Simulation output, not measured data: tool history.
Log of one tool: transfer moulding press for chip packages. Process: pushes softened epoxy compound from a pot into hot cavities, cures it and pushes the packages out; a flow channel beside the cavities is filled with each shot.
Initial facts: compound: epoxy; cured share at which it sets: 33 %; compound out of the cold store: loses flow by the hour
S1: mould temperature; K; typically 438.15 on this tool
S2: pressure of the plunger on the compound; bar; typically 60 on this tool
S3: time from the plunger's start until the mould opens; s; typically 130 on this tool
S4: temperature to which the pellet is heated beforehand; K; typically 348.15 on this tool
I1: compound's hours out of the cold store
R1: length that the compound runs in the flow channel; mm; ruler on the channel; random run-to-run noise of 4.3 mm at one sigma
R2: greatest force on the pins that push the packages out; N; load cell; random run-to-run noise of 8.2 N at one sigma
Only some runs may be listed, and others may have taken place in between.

run	hour	S1	S2	S3	S4	I1	R1	R2
1	0	438.15	60	130	348.15	22.1	656	355
2	52.3	438.15	60	118	348.15	39	613	398
# hour 59: cavities cleaned with cleaning compound and waxed
3	100.2	438.15	60	118	348.15	23.1	670	406
# hour 129.5: cavities cleaned with cleaning compound and waxed
4	163.7	438.15	60	118	348.15	41.1	588	388
# hour 200.8: cavities cleaned with cleaning compound and waxed
5	227.5	438.15	60	130	346.15	42.6	586	341
# hour 272.8: cavities cleaned with cleaning compound and waxed
# hour 279.1: plunger's sealing rings changed
6	279.1	438.15	60	130	346.15	18.5	687	364
7	326.8	438.15	60	130	348.15	47.8	578	338
# hour 347.3: cavities cleaned with cleaning compound and waxed
8	371.9	438.15	60	130	348.15	23.6	656	357
9	400.3	438.15	60	130	340.15	18.1	684	350
# hour 419.4: cavities cleaned with cleaning compound and waxed
10	428.1	438.15	60	130	340.15	37.5	607	345
11	471.5	438.15	54.1	130	348.15	10.1	682	365
# hour 494.7: cavities cleaned with cleaning compound and waxed
12	534	438.15	54.1	130	348.15	28.6	612	351
# hour 568.8: cavities cleaned with cleaning compound and waxed
# hour 575.8: mould's thermocouples calibrated
13	582.1	438.15	60	130	348.15	31.1	635	351
14	629.3	438.15	60	130	345.15	44	579	345
# hour 644: cavities cleaned with cleaning compound and waxed
15	664.4	442.15	54.4	123	345.15	10.8	671	334
# hour 681.4: plunger's sealing rings changed
# hour 716.4: cavities cleaned with cleaning compound and waxed
16	716.4	442.15	54.4	123	345.15	17.9	643	340
17	769.4	438.15	60	153	352.15	24.6	657	312
# hour 789.9: cavities cleaned with cleaning compound and waxed
18	825.2	438.15	60	153	352.15	47.3	577	323
# hour 861.6: cavities cleaned with cleaning compound and waxed
19	866.3	433.15	60	130	346.15	20.4	685	455
20	921.4	438.15	65.4	125	348.15	14.6	726	374
# hour 933.3: cavities cleaned with cleaning compound and waxed
21	986.6	432.15	65.2	164	348.15	41.2	638	349
# hour 1003.3: cavities cleaned with cleaning compound and waxed
22	1026.2	432.15	70.7	145	348.15	47.8	639	390
23	1058.3	432.15	70.7	145	348.15	14.7	772	413
# hour 1073.4: cavities cleaned with cleaning compound and waxed
# hour 1079.6: plunger's sealing rings changed
24	1103.3	432.15	70.7	145	348.15	12.4	783	405
25	1132.1	439.15	56.4	136	345.15	45.6	557	332
# hour 1147.7: cavities cleaned with cleaning compound and waxed
26	1168.7	439.15	56.4	136	345.15	47.1	554	331
27	1201.4	439.15	72.3	136	343.15	11.9	775	369
# hour 1221.1: cavities cleaned with cleaning compound and waxed
28	1232.6	435.15	68.2	130	348.15	13.1	761	418

Predict each of these 3 candidate next runs independently; none follows another, all start after run 28:
# hour 1291.7: cavities cleaned with cleaning compound and waxed
A	1294.6	435.15	56.2	120	340.15	29.1	?	?
# hour 1291.7: cavities cleaned with cleaning compound and waxed
B	1294.6	445.15	68.2	130	348.15	11.5	?	?
# hour 1291.7: cavities cleaned with cleaning compound and waxed
C	1294.6	440.15	66.7	130	348.15	42.3	?	?

run	R1	R2
A	623	456
B	749	306
C	618	358
What these runs would have given with no unlogged condition in the tool:
run	R1	R2
A	624	456
B	750	306
C	619	357
